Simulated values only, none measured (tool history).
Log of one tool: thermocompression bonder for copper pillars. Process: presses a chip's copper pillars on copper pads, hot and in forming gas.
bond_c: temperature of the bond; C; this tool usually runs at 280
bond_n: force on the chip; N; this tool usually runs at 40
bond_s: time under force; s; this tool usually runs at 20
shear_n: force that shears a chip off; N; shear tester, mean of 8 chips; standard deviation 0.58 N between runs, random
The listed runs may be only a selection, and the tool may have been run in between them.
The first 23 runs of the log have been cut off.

| run | hour | bond_c | bond_n | bond_s | hours of work since the heater was calibrated | hours of work since the force cell was calibrated | hours of work since the gas filter was changed | shear_n |
|---|---|---|---|---|---|---|---|---|
| 24 | 626.7 | 280 | 51 | 13 | 704 | 1020 | 120 | 49.6 |
| 25 | 650.1 | 280 | 51 | 13 | 719 | 1035 | 135 | 50.1 |
| 26 | 687.3 | 291 | 40 | 36 | 743 | 1059 | 159 | 71.4 |
| 27 | 727.3 | 288 | 35 | 55 | 769 | 1085 | 185 | 72.8 |
| 28 | 744.2 | 299 | 54 | 29 | 780 | 1096 | 196 | 80.5 |
| 29 | 776.8 | 307 | 54 | 42 | 801 | 1117 | 217 | 90.4 |
|  | 795.4 | heater calibrated with a thermocouple chip |
| 30 | 801.5 | 280 | 44 | 15 | 4 | 1132 | 232 | 51.0 |
| 31 | 828.7 | 280 | 44 | 15 | 21 | 1149 | 249 | 51.3 |
| 32 | 869.0 | 306 | 40 | 20 | 47 | 1175 | 275 | 71.2 |
|  | 874.2 | forming gas filter changed |
| 33 | 886.2 | 286 | 54 | 14 | 58 | 1186 | 8 | 63.3 |
| 34 | 924.9 | 286 | 54 | 14 | 83 | 1211 | 33 | 63.0 |
| 35 | 943.6 | 290 | 30 | 20 | 95 | 1223 | 45 | 57.3 |
| 36 | 980.7 | 290 | 32 | 18 | 119 | 1247 | 69 | 56.4 |
| 37 | 1010.5 | 255 | 32 | 49 | 138 | 1266 | 88 | 48.8 |
| 38 | 1046.9 | 255 | 32 | 49 | 162 | 1290 | 111 | 47.5 |

What does the tool deliver on the next run?
| 39 | 1068.8 | 251 | 35 | 20 | 176 | 1304 | 125 | ? |

For run 39 the tool returned shear_n 33.1 N.
Minus the tool's unlogged condition, the same run would have read shear_n 34.2 N.
